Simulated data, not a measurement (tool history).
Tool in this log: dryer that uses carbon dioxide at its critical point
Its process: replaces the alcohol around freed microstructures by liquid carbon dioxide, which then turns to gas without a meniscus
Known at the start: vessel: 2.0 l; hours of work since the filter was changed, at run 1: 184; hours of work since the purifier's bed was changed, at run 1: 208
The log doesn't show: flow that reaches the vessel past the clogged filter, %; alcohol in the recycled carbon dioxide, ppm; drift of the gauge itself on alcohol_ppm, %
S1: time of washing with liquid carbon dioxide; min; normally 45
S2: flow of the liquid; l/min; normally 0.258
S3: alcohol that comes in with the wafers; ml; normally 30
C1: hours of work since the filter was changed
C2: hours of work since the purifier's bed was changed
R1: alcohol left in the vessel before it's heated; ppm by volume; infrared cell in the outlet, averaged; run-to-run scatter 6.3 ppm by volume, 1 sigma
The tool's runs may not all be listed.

run,hour,S1,S2,S3,C1,C2,R1
1,0.0,45,0.258,30,184,208,387
2,5.6,45,0.258,30,187,211,398
3,18.9,45,0.258,30,196,220,415
4,30.9,45,0.258,30,203,228,417
5,42.4,45,0.258,30,211,235,421
6,49.6,45,0.258,48,215,239,630
7,55.6,45,0.258,45,219,243,609
8,61.5,45,0.258,30,223,247,438
9,69.9,45,0.258,30,228,252,438
10,77.9,45,0.258,30,233,257,429
# hour 85.9: inlet filter changed
11,86.7,45,0.314,30,1,262,188
12,97.6,45,0.258,30,7,269,334
13,110.7,45,0.258,30,16,278,342
14,120.6,45,0.258,30,22,284,347
15,128.6,45,0.258,30,27,289,360
16,136.3,31,0.258,30,32,294,1029
17,143.1,31,0.258,30,36,298,1028
18,156.1,31,0.258,30,45,307,1038
19,167.6,31,0.258,30,52,314,1046
20,175.9,31,0.258,30,57,319,1052
21,183.6,31,0.258,30,62,324,1028
22,192.1,38,0.279,57,68,330,830
23,198.5,38,0.287,60,72,334,818
24,208.5,35,0.420,60,78,340,261
25,216.3,54,0.420,60,83,345,128
26,225.5,36,0.161,115,89,351,8553
27,233.2,36,0.161,115,94,356,8411
28,241.0,35,0.258,114,99,361,2783
29,248.5,35,0.258,114,104,365,2820
30,261.4,35,0.258,114,112,374,2824
31,267.6,35,0.258,114,116,378,2893
32,280.9,52,0.314,114,124,386,356
33,294.2,52,0.314,114,133,395,343
34,307.2,28,0.294,33,141,403,1160
35,320.4,34,0.160,116,149,411,10139
36,332.0,34,0.414,107,157,419,562
37,342.5,66,0.239,28,163,425,209
38,348.8,66,0.239,28,167,429,204
39,359.9,66,0.239,28,175,436,213
40,372.8,30,0.346,70,183,445,1217
41,385.2,35,0.258,112,191,452,2945

Forecast each of these 4 alternatives for the next run:
A,392.3,47,0.156,38,195,457,?
B,392.3,48,0.258,112,195,457,?
C,392.3,64,0.258,65,195,457,?
D,392.3,45,0.337,30,195,457,?

run,R1
A,1959
B,1118
C,282
D,231
What these runs would have given with no unlogged condition in the tool:
run,R1
A,1526
B,716
C,95
D,65
